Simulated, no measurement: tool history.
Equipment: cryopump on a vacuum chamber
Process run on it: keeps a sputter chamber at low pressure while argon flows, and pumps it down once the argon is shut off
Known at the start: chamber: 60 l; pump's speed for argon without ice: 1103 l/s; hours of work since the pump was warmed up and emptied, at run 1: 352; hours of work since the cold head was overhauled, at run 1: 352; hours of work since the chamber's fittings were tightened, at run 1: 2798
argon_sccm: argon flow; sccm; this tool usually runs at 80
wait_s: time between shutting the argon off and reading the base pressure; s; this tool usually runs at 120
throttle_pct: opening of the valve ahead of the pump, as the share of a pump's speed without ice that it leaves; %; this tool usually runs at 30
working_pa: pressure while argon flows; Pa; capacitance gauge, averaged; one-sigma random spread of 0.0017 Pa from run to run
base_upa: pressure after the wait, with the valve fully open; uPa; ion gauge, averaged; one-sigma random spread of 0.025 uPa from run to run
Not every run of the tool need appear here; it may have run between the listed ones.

run	hour	argon_sccm	wait_s	throttle_pct	hours of work since the pump was warmed up and emptied	hours of work since the cold head was overhauled	hours of work since the chamber's fittings were tightened	working_pa	base_upa
1	0.0	80	120	30	352	352	2798	0.4332	1.60
2	20.8	80	120	47	363	363	2808	0.2806	1.59
3	37.7	80	120	47	371	371	2816	0.2824	1.69
4	54.8	80	33	30	379	379	2825	0.4318	3.55
5	65.9	80	33	30	385	385	2830	0.4309	3.52
6	83.1	80	33	30	393	393	2838	0.4306	3.54
7	101.5	80	120	23	402	402	2847	0.5577	1.62
8	115.3	80	120	30	409	409	2854	0.4317	1.66
9	127.8	80	120	47	415	415	2860	0.2843	1.65
10	149.1	80	120	47	425	425	2871	0.2865	1.71
11	163.5	80	65	30	433	433	2878	0.4383	2.27
12	181.6	80	120	16	441	441	2887	0.7940	1.67
13	202.2	80	120	16	452	452	2897	0.8020	1.71
14	221.4	80	120	16	461	461	2906	0.7930	1.70
15	241.7	157	120	16	471	471	2916	1.5662	1.67
16	265.1	157	85	37	482	482	2928	0.7112	1.99
17	279.1	82	85	24	489	489	2934	0.5558	2.01
18	296.3	67	227	21	498	498	2943	0.5152	1.40
19	307.1	55	29	45	503	503	2948	0.2100	3.98
20	318.1	55	29	45	508	508	2954	0.2084	3.91
21	339.7	155	120	53	519	519	2964	0.5126	1.76
22	357.8	89	171	30	528	528	2973	0.4889	1.54
23	376.4	95	123	42	537	537	2982	0.3879	1.75
24	399.4	111	163	31	548	548	2993	0.5981	1.60
25	418.9	38	255	17	558	558	3003	0.3597	1.41
26	438.4	38	255	17	567	567	3013	0.3595	1.37
27	457.2	38	255	17	577	577	3022	0.3596	1.44
28	469.7	38	255	16	583	583	3028	0.3768	1.45
29	487.3	38	255	16	591	591	3037	0.3809	1.43

Some steps in working_pa between neighbouring runs. How much of each would the tool show without its hidden state too (settings, what came in, random variation), and how much is left for the hidden state, with any gauge scatter that isn't in both results?
The hidden state here: pump's speed, % of a pump's without ice; cold plate's temperature, K; leak into the chamber, uPa l/s; drift of the gauge itself on working_pa, %; drift of the gauge itself on base_upa, %.
Run 14 -> 15: argon_sccm 80 -> 157. working_pa +0.7732 Pa: hidden state +0.0289, all else +0.7443.
Run 15 -> 16: wait_s 120 -> 85, throttle_pct 16 -> 37. working_pa -0.8550 Pa: hidden state +0.0016, all else -0.8566.
Run 20 -> 21: argon_sccm 55 -> 155, wait_s 29 -> 120, throttle_pct 45 -> 53. working_pa +0.3042 Pa: hidden state +0.0415, all else +0.2627.
Run 24 -> 25: argon_sccm 111 -> 38, wait_s 163 -> 255, throttle_pct 31 -> 17. working_pa -0.2384 Pa: hidden state -0.0314, all else -0.2070.
